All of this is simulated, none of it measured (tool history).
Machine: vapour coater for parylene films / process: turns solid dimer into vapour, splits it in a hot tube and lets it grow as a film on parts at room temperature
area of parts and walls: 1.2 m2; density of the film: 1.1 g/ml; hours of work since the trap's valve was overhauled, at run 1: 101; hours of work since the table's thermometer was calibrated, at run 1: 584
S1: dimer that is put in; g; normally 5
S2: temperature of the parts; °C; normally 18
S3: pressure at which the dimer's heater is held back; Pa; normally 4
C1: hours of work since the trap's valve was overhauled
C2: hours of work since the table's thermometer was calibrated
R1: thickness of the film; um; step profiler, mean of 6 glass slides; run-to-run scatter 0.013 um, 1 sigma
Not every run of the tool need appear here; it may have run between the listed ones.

run    hour  S1  S2    S3   C1    C2    R1
  1       0   5  18     4  101   584  1.84
  2    52.1   5  18     4  131   614  1.84
  3      89   5  18     4  152   635  1.81
  4   131.9   5  18     4  176   659  1.81
  5   179.1   5  18     4  203   686  1.77
  6   209.9   8  18     4  221   704  2.89
  7   249.8   5  18     4  244   727  1.81
  8   302.3   5  18     4  274   757   1.8
  9   335.1   3  18     4  292   775  1.07
 10   376.9   3  18     4  316   799  1.07
 11   415.3   5  18     4  338   821  1.77
 12   444.5   5  18  8.07  355   838   1.6
 13   494.3   5  18  8.07  383   866  1.58
 14   525.7   5  18     4  401   884  1.75
 15   577.5   2  18     4  431   914   0.7
 16     631   2  18     4  461   945  0.69
      657.3  -- trap's valve overhauled
 17   671.5   2  19     4    8   965  0.72
 18   721.7   2  19     4   37   994  0.73
 19   776.9   3  19  2.51   68  1026  1.14
 20   826.6   8  15  4.76   97  1054  3.09
 21   861.2   5  15     4  117  1074  1.98
 22   913.3   9  18     4  146  1104  3.26
 23   972.2   9  18     4  180  1137  3.27
 24  1016.3   9  21  2.69  205  1163  3.17
 25  1053.6   5  18  2.96  227  1184  1.88
 26  1098.3   4  14  5.46  252  1209  1.52
 27  1136.7   5  18  2.36  274  1231  1.93
 28  1179.1   5  18  2.51  298  1256  1.88
 29  1214.8   3  10  3.72  319  1276  1.33
 30  1263.1   5  20   3.4  346  1304  1.72
 31  1302.3   8  12   3.4  369  1326  3.39
 32  1332.6   3  11     4  386  1343  1.28
 33  1366.6   3  18  4.35  405  1363  1.04

Alternative continuations, all from the tool just after run 33; predict every row:
  A  1413.4   3  17  4.35  432  1390   ?
  B  1413.4   5  29     4  432  1390   ?
  C  1413.4   9  18  6.68  432  1390   ?

run    R1
  A  1.06
  B  1.28
  C  2.88
Without the tool's hidden state the same runs would have given:
run    R1
  A  1.15
  B  1.39
  C  3.13
